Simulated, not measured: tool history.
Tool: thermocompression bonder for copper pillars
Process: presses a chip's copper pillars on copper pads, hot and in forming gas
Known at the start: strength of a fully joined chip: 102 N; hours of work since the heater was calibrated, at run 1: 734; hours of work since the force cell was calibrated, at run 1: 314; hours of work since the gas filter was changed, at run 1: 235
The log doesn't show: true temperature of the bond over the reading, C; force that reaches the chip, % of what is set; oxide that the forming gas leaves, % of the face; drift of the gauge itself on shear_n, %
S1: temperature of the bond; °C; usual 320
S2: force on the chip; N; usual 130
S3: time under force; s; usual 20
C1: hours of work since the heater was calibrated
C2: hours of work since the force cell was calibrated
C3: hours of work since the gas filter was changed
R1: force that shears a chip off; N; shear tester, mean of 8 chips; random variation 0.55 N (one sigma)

run    hour   S1   S2  S3   C1    C2   C3    R1
  1       0  320  130  20  734   314  235  59.9
  2    44.1  320  130  20  767   348  268  59.5
  3    89.8  320  130  20  802   382  303  60.3
      125.4  -- forming gas filter changed
  4   125.8  320  130  20  829   409    0  60.2
      134.9  -- heater calibrated with a thermocouple chip
  5   182.5  320  130  20   36   451   42  59.7
  6   224.7  320  130  20   68   483   74  58.9
  7     256  320  130  20   92   507   98  60.1
  8   305.3  323  130  20  129   544  135    61
  9   344.9  323  130  20  160   574  165  61.4
 10   412.1  323  130  20  211   625  216  60.8
 11   449.7  323  130  20  239   654  245  60.5
 12   483.7  323  130  20  265   680  271  61.6
 13   529.4  323  130  20  300   714  305  61.7
        559  -- forming gas filter changed
 14   577.4  323  130  20  336   750   14  61.6
 15   608.5  323  107  20  359   774   38    54
 16     658  323  107  52  397   812   75  70.4
 17   710.6  320  130  20  437   852  115  59.6
 18   740.8  299  130  20  460   875  138  46.6
 19   771.2  299  130  20  483   898  161  46.6
 20   809.3  311   87  11  512   927  190  29.4
 21   838.8  311   87  11  534   949  213  29.8
 22   905.6  311  130  48  585  1000  263  69.8
 23   954.9  311  130  48  623  1037  301  69.4
      993.3  -- forming gas filter changed
 24  1013.6  300  173  14  667  1081   15  52.2
 25  1058.4  320  132  15  701  1115   49    55
 26  1091.2  296  125  32  726  1140   74    51
 27  1144.6  296  125  32  766  1181  115    50
 28  1200.5  290   86  27  809  1224  157  31.1
     1235.6  -- heater calibrated with a thermocouple chip
     1237.1  -- force cell calibrated
 29  1250.4  290   86  27   10    10  193  30.4
 30  1282.9  290   86  27   35    35  217  30.5
 31  1324.2  290   86  27   66    66  249  29.9
 32  1354.7  292   98  20   89    89  272  31.4
 33  1411.9  292   98  16  133   133  315    29
     1430.5  -- forming gas filter changed
 34  1451.4  334   98  40  162   162   16  68.8
 35  1514.7  328  130  20  211   211   64  65.4
 36  1571.2  306  133  24  253   253  107    55
 37  1631.2  345  145  13  299   299  153  71.1
 38  1698.6  320  163  20  350   350  204  69.4

Forecast each of these 4 alternatives for the next run:
  A  1744.3  310  163  20  385  385  238   ?
  B  1744.3  337   84  14  385  385  238   ?
  C  1744.3  292  130  17  385  385  238   ?
  D  1744.3  305  142  15  385  385  238   ?

run    R1
  A  64.7
  B  44.7
  C  39.5
  D  48.1
Without the tool's hidden state the same runs would have given:
run    R1
  A  64.5
  B  44.6
  C  39.3
  D    48
